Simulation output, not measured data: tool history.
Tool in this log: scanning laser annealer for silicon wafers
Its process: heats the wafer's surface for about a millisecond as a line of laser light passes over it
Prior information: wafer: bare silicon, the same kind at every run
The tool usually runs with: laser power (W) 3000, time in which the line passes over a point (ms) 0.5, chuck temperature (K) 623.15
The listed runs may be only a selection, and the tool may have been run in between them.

| run | hour | laser power (W) | time in which the line passes over a point (ms) | chuck temperature (K) | highest temperature of the surface (K) |
|---|---|---|---|---|---|
| 1 | 0 | 3000 | 0.5 | 623.15 | 1283.15 |
| 2 | 46.6 | 3000 | 0.5 | 623.15 | 1281.15 |
|  | 75.8 | optics aligned, line set to its width |
| 3 | 106.2 | 3030 | 0.5 | 623.15 | 1313.15 |
| 4 | 133.1 | 3030 | 0.5 | 623.15 | 1314.15 |
| 5 | 190.3 | 3030 | 0.5 | 623.15 | 1306.15 |
| 6 | 229.3 | 3260 | 0.5 | 646.15 | 1398.15 |
| 7 | 255.3 | 3260 | 0.5 | 646.15 | 1393.15 |
| 8 | 293.2 | 3260 | 0.5 | 646.15 | 1390.15 |
| 9 | 345.3 | 3000 | 0.451 | 612.15 | 1249.15 |
| 10 | 381.4 | 3000 | 0.451 | 612.15 | 1245.15 |

For each run, the measured value with the value that run would have given without the tool's hidden condition subtracted. The run-to-run variation is shared by both, the gauge scatter possibly not:
The tool's hidden condition here consists of: light that passes the window, % of a clean one's; laser's true power over the reading, %; width of the line over the set one, %; drift of the gauge itself on peak_c, C.
| run | highest temperature of the surface (K) |
|---|---|
| 1 | -41 |
| 2 | -43 |
| 3 | -20 |
| 4 | -22 |
| 5 | -25 |
| 6 | -31 |
| 7 | -33 |
| 8 | -36 |
| 9 | -34 |
| 10 | -36 |
